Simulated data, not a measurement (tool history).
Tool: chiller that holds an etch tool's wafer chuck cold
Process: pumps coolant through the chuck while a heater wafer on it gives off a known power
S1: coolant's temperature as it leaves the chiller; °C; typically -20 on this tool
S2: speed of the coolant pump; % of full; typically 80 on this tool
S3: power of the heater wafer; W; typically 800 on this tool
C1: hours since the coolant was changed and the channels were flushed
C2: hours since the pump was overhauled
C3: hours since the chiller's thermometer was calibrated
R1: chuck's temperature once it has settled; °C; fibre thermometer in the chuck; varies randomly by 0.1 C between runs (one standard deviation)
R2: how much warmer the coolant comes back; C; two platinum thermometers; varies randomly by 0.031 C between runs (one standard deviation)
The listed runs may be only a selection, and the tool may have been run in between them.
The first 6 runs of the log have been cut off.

{"run": 7, "day": 11.683, "S1": -20, "S2": 77, "S3": 800, "C1": 4003, "C2": 773, "C3": 2098, "R1": -9.7, "R2": 3.02}
{"run": 8, "day": 13.567, "S1": -20, "S2": 80, "S3": 592, "C1": 4048, "C2": 818, "C3": 2143, "R1": -12.4, "R2": 2.13}
{"run": 9, "day": 16.088, "S1": -25, "S2": 80, "S3": 800, "C1": 4109, "C2": 878, "C3": 2204, "R1": -14.9, "R2": 2.84}
{"run": 10, "day": 18.6, "S1": -25, "S2": 80, "S3": 800, "C1": 4169, "C2": 939, "C3": 2264, "R1": -14.7, "R2": 2.85}
{"run": 11, "day": 21.079, "S1": -25, "S2": 80, "S3": 800, "C1": 4228, "C2": 998, "C3": 2323, "R1": -14.7, "R2": 2.81}
{"run": 12, "day": 23.062, "S1": -20, "S2": 80, "S3": 495, "C1": 4276, "C2": 1046, "C3": 2371, "R1": -13.6, "R2": 1.77}
{"day": 24.454, "done": "chiller's thermometer calibrated"}
{"run": 13, "day": 24.462, "S1": -20, "S2": 80, "S3": 800, "C1": 4309, "C2": 1078, "C3": 0, "R1": -9.9, "R2": 2.83}
{"run": 14, "day": 25.767, "S1": -20, "S2": 80, "S3": 800, "C1": 4340, "C2": 1110, "C3": 32, "R1": -10.1, "R2": 2.83}
{"run": 15, "day": 27.946, "S1": -20, "S2": 80, "S3": 605, "C1": 4392, "C2": 1162, "C3": 84, "R1": -12.4, "R2": 2.16}
{"run": 16, "day": 29.158, "S1": -18, "S2": 95, "S3": 509, "C1": 4421, "C2": 1191, "C3": 113, "R1": -12.2, "R2": 1.48}
{"run": 17, "day": 30.5, "S1": -18, "S2": 95, "S3": 509, "C1": 4454, "C2": 1223, "C3": 145, "R1": -12.2, "R2": 1.51}
{"run": 18, "day": 32.912, "S1": -21, "S2": 85, "S3": 560, "C1": 4511, "C2": 1281, "C3": 203, "R1": -14.3, "R2": 1.88}
{"run": 19, "day": 35.229, "S1": -21, "S2": 85, "S3": 560, "C1": 4567, "C2": 1337, "C3": 259, "R1": -14.2, "R2": 1.89}
{"run": 20, "day": 36.904, "S1": -17, "S2": 65, "S3": 857, "C1": 4607, "C2": 1377, "C3": 299, "R1": -4.9, "R2": 3.86}
{"run": 21, "day": 39.008, "S1": -21, "S2": 92, "S3": 800, "C1": 4658, "C2": 1427, "C3": 349, "R1": -11.6, "R2": 2.48}
{"run": 22, "day": 40.575, "S1": -21, "S2": 83, "S3": 597, "C1": 4695, "C2": 1465, "C3": 387, "R1": -13.4, "R2": 2.11}
{"run": 23, "day": 42.279, "S1": -20, "S2": 79, "S3": 1113, "C1": 4736, "C2": 1506, "C3": 428, "R1": -5.6, "R2": 4.1}
{"run": 24, "day": 44.617, "S1": -30, "S2": 80, "S3": 1113, "C1": 4792, "C2": 1562, "C3": 484, "R1": -15.7, "R2": 4.05}
{"run": 25, "day": 47.146, "S1": -25, "S2": 87, "S3": 800, "C1": 4853, "C2": 1623, "C3": 545, "R1": -15.2, "R2": 2.62}
{"run": 26, "day": 49.558, "S1": -25, "S2": 88, "S3": 1037, "C1": 4911, "C2": 1681, "C3": 603, "R1": -12.5, "R2": 3.4}
{"run": 27, "day": 51.212, "S1": -27, "S2": 90, "S3": 404, "C1": 4951, "C2": 1720, "C3": 642, "R1": -22.1, "R2": 1.31}

The next listed run, before its measurement:
{"run": 28, "day": 53.654, "S1": -20, "S2": 63, "S3": 1046, "C1": 5009, "C2": 1779, "C3": 701, "R1": "?", "R2": "?"}

Logged for run 28: R1 -4.6 °C, R2 4.96 C.
Without the tool's hidden state the same run would have given R1 -6.5 °C, R2 4.75 C.

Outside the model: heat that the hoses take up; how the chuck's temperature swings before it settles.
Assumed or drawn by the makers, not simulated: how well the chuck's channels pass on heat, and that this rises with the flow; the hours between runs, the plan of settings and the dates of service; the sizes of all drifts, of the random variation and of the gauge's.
